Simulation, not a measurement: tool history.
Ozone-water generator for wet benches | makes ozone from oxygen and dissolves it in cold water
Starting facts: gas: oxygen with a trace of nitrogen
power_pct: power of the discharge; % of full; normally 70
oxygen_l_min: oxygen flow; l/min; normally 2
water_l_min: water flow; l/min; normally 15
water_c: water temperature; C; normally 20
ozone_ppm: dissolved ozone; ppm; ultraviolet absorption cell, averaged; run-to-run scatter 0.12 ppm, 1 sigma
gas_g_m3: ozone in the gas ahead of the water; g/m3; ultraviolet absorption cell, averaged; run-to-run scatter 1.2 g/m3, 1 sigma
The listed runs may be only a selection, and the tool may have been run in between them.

| run | hour | power_pct | oxygen_l_min | water_l_min | water_c | ozone_ppm | gas_g_m3 |
|---|---|---|---|---|---|---|---|
| 1 | 0 | 70 | 2 | 15 | 20 | 12 | 213.5 |
| 2 | 16.9 | 70 | 2 | 12 | 20 | 14.7 | 213.8 |
| 3 | 39 | 70 | 2 | 15 | 20 | 11.7 | 213.3 |
| 4 | 68.9 | 46 | 2 | 15 | 20 | 9.4 | 170.5 |
| 5 | 85.9 | 70 | 2 | 15 | 20 | 12 | 214 |
| 6 | 109.4 | 70 | 2 | 15 | 15 | 12.1 | 212.9 |
| 7 | 123.4 | 73 | 2 | 12 | 28 | 13.6 | 219.4 |
| 8 | 140.1 | 73 | 1.19 | 14 | 14 | 11.3 | 268.6 |
| 9 | 156.7 | 48 | 2.33 | 14 | 14 | 11.3 | 165 |
| 10 | 189.9 | 48 | 2.33 | 14 | 14 | 11.5 | 163.5 |

What if the next run were any one of these 5? Each begins from the tool's condition after run 10:
| A | 216.4 | 48 | 2.33 | 21 | 23 | ? | ? |
| B | 216.4 | 48 | 2.33 | 21 | 25 | ? | ? |
| C | 216.4 | 45 | 2.33 | 21 | 15 | ? | ? |
| D | 216.4 | 70 | 2 | 15 | 15 | ? | ? |
| E | 216.4 | 48 | 2.33 | 12 | 14 | ? | ? |

| run | ozone_ppm | gas_g_m3 |
|---|---|---|
| A | 7.1 | 163.3 |
| B | 7.1 | 162.9 |
| C | 7.6 | 157.9 |
| D | 12.5 | 213.5 |
| E | 13.1 | 164.3 |
With no hidden state in the tool, these same runs would have given:
| run | ozone_ppm | gas_g_m3 |
|---|---|---|
| A | 7.1 | 164.4 |
| B | 7.1 | 163.9 |
| C | 7.6 | 159 |
| D | 12.5 | 214.9 |
| E | 13.2 | 165.3 |
